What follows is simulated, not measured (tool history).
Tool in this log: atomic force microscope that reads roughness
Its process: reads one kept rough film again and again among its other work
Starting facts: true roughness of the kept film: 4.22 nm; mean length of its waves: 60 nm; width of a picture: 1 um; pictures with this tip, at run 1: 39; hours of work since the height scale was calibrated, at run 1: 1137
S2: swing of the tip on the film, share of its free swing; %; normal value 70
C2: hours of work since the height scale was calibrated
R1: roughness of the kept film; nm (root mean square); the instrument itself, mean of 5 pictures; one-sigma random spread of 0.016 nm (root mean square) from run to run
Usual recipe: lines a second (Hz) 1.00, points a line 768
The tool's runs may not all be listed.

run 1 hour=0.0 | lines_a_second_(Hz)=1.00 S2=70 points_a_line=768 | pictures_with_this_tip=39 C2=1137 | R1=3.805
run 2 hour=19.7 | lines_a_second_(Hz)=1.00 S2=70 points_a_line=768 | pictures_with_this_tip=70 C2=1151 | R1=3.721
-- hour=22.4 new tip fitted
run 3 hour=55.6 | lines_a_second_(Hz)=1.00 S2=70 points_a_line=768 | pictures_with_this_tip=52 C2=1174 | R1=3.763
-- hour=71.4 new tip fitted
run 4 hour=85.4 | lines_a_second_(Hz)=1.00 S2=71 points_a_line=768 | pictures_with_this_tip=22 C2=1194 | R1=3.798
-- hour=119.7 new tip fitted
run 5 hour=124.2 | lines_a_second_(Hz)=1.00 S2=61 points_a_line=768 | pictures_with_this_tip=6 C2=1220 | R1=3.941
run 6 hour=151.0 | lines_a_second_(Hz)=2.57 S2=70 points_a_line=663 | pictures_with_this_tip=48 C2=1238 | R1=3.514
-- hour=154.1 height scale calibrated on a step standard
-- hour=169.0 new tip fitted
run 7 hour=179.5 | lines_a_second_(Hz)=1.50 S2=81 points_a_line=259 | pictures_with_this_tip=17 C2=17 | R1=3.566
run 8 hour=213.6 | lines_a_second_(Hz)=0.50 S2=86 points_a_line=272 | pictures_with_this_tip=70 C2=40 | R1=3.669
-- hour=216.1 new tip fitted
run 9 hour=249.7 | lines_a_second_(Hz)=1.64 S2=80 points_a_line=1005 | pictures_with_this_tip=53 C2=64 | R1=3.459
-- hour=262.6 height scale calibrated on a step standard, once more
-- hour=266.4 new tip fitted
run 10 hour=282.4 | lines_a_second_(Hz)=1.47 S2=56 points_a_line=331 | pictures_with_this_tip=25 C2=13 | R1=3.918

Take each entry between the runs: how does the hidden state at the last listed run before it differ from the hidden state at the first listed run after it?
In the gap between runs 2 and 3: new tip fitted (hour 22.4)
  radius of the tip, nm: 16.8 -> 14.1; height scale over the true one, %: -0.44 -> -0.45
  measured minus no-state result, R1: -0.180 -> -0.137 nm (root mean square)
In the gap between runs 3 and 4: new tip fitted (hour 71.4)
  radius of the tip, nm: 14.1 -> 10.2; height scale over the true one, %: -0.45 -> -0.46
  measured minus no-state result, R1: -0.137 -> -0.072 nm (root mean square)
In the gap between runs 4 and 5: new tip fitted (hour 119.7)
  radius of the tip, nm: 10.2 -> 8.3; height scale over the true one, %: -0.46 -> -0.47
  measured minus no-state result, R1: -0.072 -> -0.042 nm (root mean square)
In the gap between runs 6 and 7: height scale calibrated on a step standard (hour 154.1); new tip fitted (hour 169.0)
  radius of the tip, nm: 14.3 -> 9.4; height scale over the true one, %: -0.48 -> -0.55
  measured minus no-state result, R1: -0.133 -> -0.058 nm (root mean square)
In the gap between runs 8 and 9: new tip fitted (hour 216.1)
  radius of the tip, nm: 16.7 -> 14.9; height scale over the true one, %: -0.56 -> -0.58
  measured minus no-state result, R1: -0.181 -> -0.144 nm (root mean square)
In the gap between runs 9 and 10: height scale calibrated on a step standard, once more (hour 262.6); new tip fitted (hour 266.4)
  radius of the tip, nm: 14.9 -> 10.6; height scale over the true one, %: -0.58 -> 0
  measured minus no-state result, R1: -0.144 -> -0.063 nm (root mean square)

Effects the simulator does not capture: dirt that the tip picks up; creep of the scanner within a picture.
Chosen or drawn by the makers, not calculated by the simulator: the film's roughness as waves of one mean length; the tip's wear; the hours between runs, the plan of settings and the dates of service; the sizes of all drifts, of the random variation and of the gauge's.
